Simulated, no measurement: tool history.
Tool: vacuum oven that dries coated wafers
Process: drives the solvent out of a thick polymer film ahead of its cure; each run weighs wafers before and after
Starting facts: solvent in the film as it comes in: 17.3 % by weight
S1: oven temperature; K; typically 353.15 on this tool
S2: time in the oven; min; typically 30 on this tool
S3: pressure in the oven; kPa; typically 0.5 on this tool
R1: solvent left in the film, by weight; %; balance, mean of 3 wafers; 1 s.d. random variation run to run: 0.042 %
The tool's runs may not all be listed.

run	hour	S1	S2	S3	R1
1	0	353.15	30	0.5	0.88
2	41.8	353.15	30	0.5	0.84
3	62.1	353.15	30	0.5	0.85
4	89.3	353.15	30	0.5	0.91
5	111.8	353.15	30	0.5	0.86
6	141.7	353.15	30	0.627	0.93
7	185.1	353.15	30	0.627	0.91
8	206	353.15	30	0.627	1.03
9	223.6	353.15	30	0.5	0.9
10	258.6	353.15	30	0.5	0.91
11	291.1	361.15	17	0.5	1.51
12	323.1	361.15	17	0.5	1.42
13	366.1	345.15	48	0.5	0.81
14	393	345.15	48	0.5	0.71
15	424.9	345.15	18	0.5	4.08
16	463	352.15	30	0.478	0.94
# hour 471.3: oven's thermocouples calibrated
17	485.9	352.15	30	0.478	0.87
18	519.6	353.15	20	1.013	2.07
19	558.9	366.15	20	0.926	0.63
20	590.3	353.15	30	0.933	0.93

How would selected steps in R1 from run to run divide? Give the signed amount a tool lacking its hidden state would still show from settings, what came in and random variation, and the signed amount left for the hidden state, including any gauge scatter that is not in both of the compared results.
The tool's hidden condition here consists of: true wafer temperature over the reading, C; true pressure over the reading, kPa; drift of the gauge itself on solvent_pct, %.
Run 14 -> 15: S2 48 -> 18. R1 +3.37 %: hidden state +0.13, all else +3.24.
Run 15 -> 16: S1 345.15 -> 352.15, S2 18 -> 30, S3 0.5 -> 0.478. R1 -3.14 %: hidden state -0.13, all else -3.01.

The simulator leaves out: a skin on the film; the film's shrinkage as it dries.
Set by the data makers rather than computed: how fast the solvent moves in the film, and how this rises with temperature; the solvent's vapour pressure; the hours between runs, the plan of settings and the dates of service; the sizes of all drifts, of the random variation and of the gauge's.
